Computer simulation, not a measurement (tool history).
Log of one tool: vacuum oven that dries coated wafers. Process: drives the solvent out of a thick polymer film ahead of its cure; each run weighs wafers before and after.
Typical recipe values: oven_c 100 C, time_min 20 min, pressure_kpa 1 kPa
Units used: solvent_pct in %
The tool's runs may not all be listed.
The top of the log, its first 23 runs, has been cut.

run,hour,oven_c,time_min,pressure_kpa,hours of work since the thermocouples were calibrated,hours of work since the vacuum gauge was cleaned of residue,solvent_pct
# hour 642.6: oven's thermocouples calibrated
24,674.3,107,24,1,15,862,0.41
25,707.9,100,29,1.23,30,877,0.74
26,729.6,105,19,2.34,40,887,1.16
27,759.8,114,19,0.5,54,901,0.17
28,786.2,114,19,0.5,66,913,0.12
29,805,114,19,0.5,74,922,0.13
30,829.4,110,20,2.6,86,933,0.89
31,846.7,110,20,2.6,93,941,0.95
32,888.9,93,11,1,113,960,5.51
33,926.2,93,11,1,130,977,5.69
34,954.2,93,31,2.82,143,990,2.11
35,983.2,115,18,1.25,156,1003,0.41
36,1011.4,100,20,3.55,169,1016,2.21
37,1047.1,86,10,1,185,1033,8.76
38,1086,103,23,1.85,203,1051,0.96
39,1118.4,104,32,0.88,218,1065,0.36
40,1135.9,100,17,2.9,226,1073,2.36
41,1157.6,100,11,3.64,236,1083,4.44
42,1189.6,100,11,3.64,250,1098,4.35
43,1222.9,100,23,0.8,266,1113,0.74
44,1253.8,100,23,0.8,280,1127,0.74
45,1295.3,107,20,1.15,299,1146,0.55
46,1317.3,107,10,2.08,309,1156,2.36

Here are 5 independent what-if runs from the current tool condition. What would each one return?
A,1351,109,21,2.04,324,1172,?
B,1351,107,10,0.84,324,1172,?
C,1351,104,10,3.55,324,1172,?
D,1351,90,15,0.54,324,1172,?
E,1351,109,13,2.08,324,1172,?

run,solvent_pct
A,0.68
B,1.96
C,3.56
D,4.41
E,1.25
Take away the tool's hidden state, keep each run's random variation, and the runs would have read:
run,solvent_pct
A,0.67
B,1.95
C,3.55
D,4.39
E,1.24
